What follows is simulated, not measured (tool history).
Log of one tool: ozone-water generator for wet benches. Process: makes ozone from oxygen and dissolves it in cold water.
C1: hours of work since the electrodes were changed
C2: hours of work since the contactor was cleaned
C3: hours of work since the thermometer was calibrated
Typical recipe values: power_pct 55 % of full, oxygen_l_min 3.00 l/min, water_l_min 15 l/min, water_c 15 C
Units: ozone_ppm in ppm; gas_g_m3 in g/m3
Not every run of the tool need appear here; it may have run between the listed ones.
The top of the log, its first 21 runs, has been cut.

{"run": 22, "day": 107.104, "power_pct": 55, "oxygen_l_min": 4.38, "water_l_min": 16, "water_c": 15, "C1": 3665, "C2": 648, "C3": 2354, "ozone_ppm": 13.0, "gas_g_m3": 104.6}
{"run": 23, "day": 110.929, "power_pct": 74, "oxygen_l_min": 1.74, "water_l_min": 15, "water_c": 15, "C1": 3752, "C2": 736, "C3": 2441, "ozone_ppm": 15.6, "gas_g_m3": 220.3}
{"run": 24, "day": 114.417, "power_pct": 74, "oxygen_l_min": 1.74, "water_l_min": 15, "water_c": 15, "C1": 3832, "C2": 816, "C3": 2521, "ozone_ppm": 15.8, "gas_g_m3": 219.5}
{"run": 25, "day": 117.471, "power_pct": 74, "oxygen_l_min": 1.74, "water_l_min": 16, "water_c": 15, "C1": 3902, "C2": 885, "C3": 2591, "ozone_ppm": 14.3, "gas_g_m3": 219.0}
{"run": 26, "day": 122.954, "power_pct": 67, "oxygen_l_min": 3.14, "water_l_min": 12, "water_c": 15, "C1": 4027, "C2": 1011, "C3": 2716, "ozone_ppm": 18.2, "gas_g_m3": 141.4}
{"run": 27, "day": 129.904, "power_pct": 67, "oxygen_l_min": 3.14, "water_l_min": 12, "water_c": 15, "C1": 4186, "C2": 1170, "C3": 2875, "ozone_ppm": 18.2, "gas_g_m3": 141.3}
{"run": 28, "day": 133.192, "power_pct": 83, "oxygen_l_min": 3.14, "water_l_min": 13, "water_c": 15, "C1": 4261, "C2": 1245, "C3": 2950, "ozone_ppm": 18.9, "gas_g_m3": 156.1}
{"run": 29, "day": 139.262, "power_pct": 45, "oxygen_l_min": 3.0, "water_l_min": 18, "water_c": 15, "C1": 4400, "C2": 1384, "C3": 3089, "ozone_ppm": 10.2, "gas_g_m3": 119.3}
{"run": 30, "day": 144.771, "power_pct": 45, "oxygen_l_min": 3.0, "water_l_min": 18, "water_c": 15, "C1": 4526, "C2": 1510, "C3": 3215, "ozone_ppm": 10.2, "gas_g_m3": 118.5}
{"run": 31, "day": 147.858, "power_pct": 58, "oxygen_l_min": 2.93, "water_l_min": 17, "water_c": 8, "C1": 4597, "C2": 1581, "C3": 3286, "ozone_ppm": 12.8, "gas_g_m3": 135.3}
{"run": 32, "day": 150.904, "power_pct": 62, "oxygen_l_min": 3.0, "water_l_min": 15, "water_c": 15, "C1": 4667, "C2": 1650, "C3": 3356, "ozone_ppm": 13.8, "gas_g_m3": 137.1}
{"run": 33, "day": 156.308, "power_pct": 62, "oxygen_l_min": 3.0, "water_l_min": 15, "water_c": 15, "C1": 4790, "C2": 1774, "C3": 3479, "ozone_ppm": 13.9, "gas_g_m3": 134.9}

4 ways to go on from here, each from the tool as it stands after run 33. What would each give?
{"run": "A", "day": 159.546, "power_pct": 55, "oxygen_l_min": 2.17, "water_l_min": 17, "water_c": 15, "C1": 4864, "C2": 1848, "C3": 3553, "ozone_ppm": "?", "gas_g_m3": "?"}
{"run": "B", "day": 159.546, "power_pct": 62, "oxygen_l_min": 4.46, "water_l_min": 15, "water_c": 12, "C1": 4864, "C2": 1848, "C3": 3553, "ozone_ppm": "?", "gas_g_m3": "?"}
{"run": "C", "day": 159.546, "power_pct": 53, "oxygen_l_min": 3.0, "water_l_min": 11, "water_c": 15, "C1": 4864, "C2": 1848, "C3": 3553, "ozone_ppm": "?", "gas_g_m3": "?"}
{"run": "D", "day": 159.546, "power_pct": 55, "oxygen_l_min": 3.0, "water_l_min": 13, "water_c": 20, "C1": 4864, "C2": 1848, "C3": 3553, "ozone_ppm": "?", "gas_g_m3": "?"}

run=A ozone_ppm=11.4 gas_g_m3=157.2
run=B ozone_ppm=14.2 gas_g_m3=105.2
run=C ozone_ppm=16.9 gas_g_m3=126.6
run=D ozone_ppm=13.9 gas_g_m3=128.6
Without the tool's hidden state the same runs would have given:
run=A ozone_ppm=13.8 gas_g_m3=187.7
run=B ozone_ppm=17.5 gas_g_m3=127.2
run=C ozone_ppm=20.4 gas_g_m3=150.4
run=D ozone_ppm=16.9 gas_g_m3=153.4
